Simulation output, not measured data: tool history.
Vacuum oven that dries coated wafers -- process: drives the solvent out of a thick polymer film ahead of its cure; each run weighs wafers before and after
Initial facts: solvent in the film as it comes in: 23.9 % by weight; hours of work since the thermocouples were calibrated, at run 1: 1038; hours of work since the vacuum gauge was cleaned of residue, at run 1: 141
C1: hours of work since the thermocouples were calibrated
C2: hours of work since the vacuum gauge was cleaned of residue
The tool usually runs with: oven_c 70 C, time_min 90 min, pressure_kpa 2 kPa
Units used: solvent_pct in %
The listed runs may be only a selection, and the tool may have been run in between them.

Run 1, hour 0: usual settings; C1 1038; C2 141. Result: solvent_pct 3.25 %.
Run 2, hour 48.1: usual settings; C1 1069; C2 172. Result: solvent_pct 3.36 %.
Run 3, hour 77.1: usual settings; C1 1088; C2 191. Result: solvent_pct 3.21 %.
Run 4, hour 127.2: usual settings; C1 1120; C2 223. Result: solvent_pct 3.1 %.
Run 5, hour 160.9: usual settings; C1 1142; C2 245. Result: solvent_pct 3.11 %.
Run 6, hour 194.4: usual settings; C1 1164; C2 267. Result: solvent_pct 3.21 %.
Run 7, hour 244.9: usual settings; C1 1197; C2 300. Result: solvent_pct 3.11 %.
At hour 250.6: vacuum gauge cleaned of residue and calibrated.
Run 8, hour 290.8: usual settings but time_min 91 min, pressure_kpa 1.51 kPa; C1 1226; C2 26. Result: solvent_pct 2.88 %.
Run 9, hour 334.3: usual settings but oven_c 71 C, time_min 48 min, pressure_kpa 1.41 kPa; C1 1254; C2 55. Result: solvent_pct 6.22 %.
Run 10, hour 357.9: usual settings but oven_c 71 C, time_min 48 min, pressure_kpa 1.41 kPa; C1 1270; C2 70. Result: solvent_pct 6.26 %.
Run 11, hour 389.8: usual settings but time_min 74 min, pressure_kpa 1.58 kPa; C1 1290; C2 91. Result: solvent_pct 3.95 %.
Run 12, hour 424.1: usual settings but oven_c 60 C, time_min 104 min, pressure_kpa 4.87 kPa; C1 1313; C2 113. Result: solvent_pct 8.49 %.
Run 13, hour 463.3: usual settings but oven_c 60 C, time_min 104 min, pressure_kpa 4.87 kPa; C1 1338; C2 138. Result: solvent_pct 8.42 %.

Run 14 is up next; what results do you expect?
Run 14, hour 492.7: usual settings but oven_c 60 C, time_min 104 min, pressure_kpa 4.87 kPa; C1 1357; C2 158. Result: solvent_pct ?.

Run 14 measured solvent_pct 8.31 %.
Minus the tool's unlogged condition, the same run would have read solvent_pct 9.62 %.
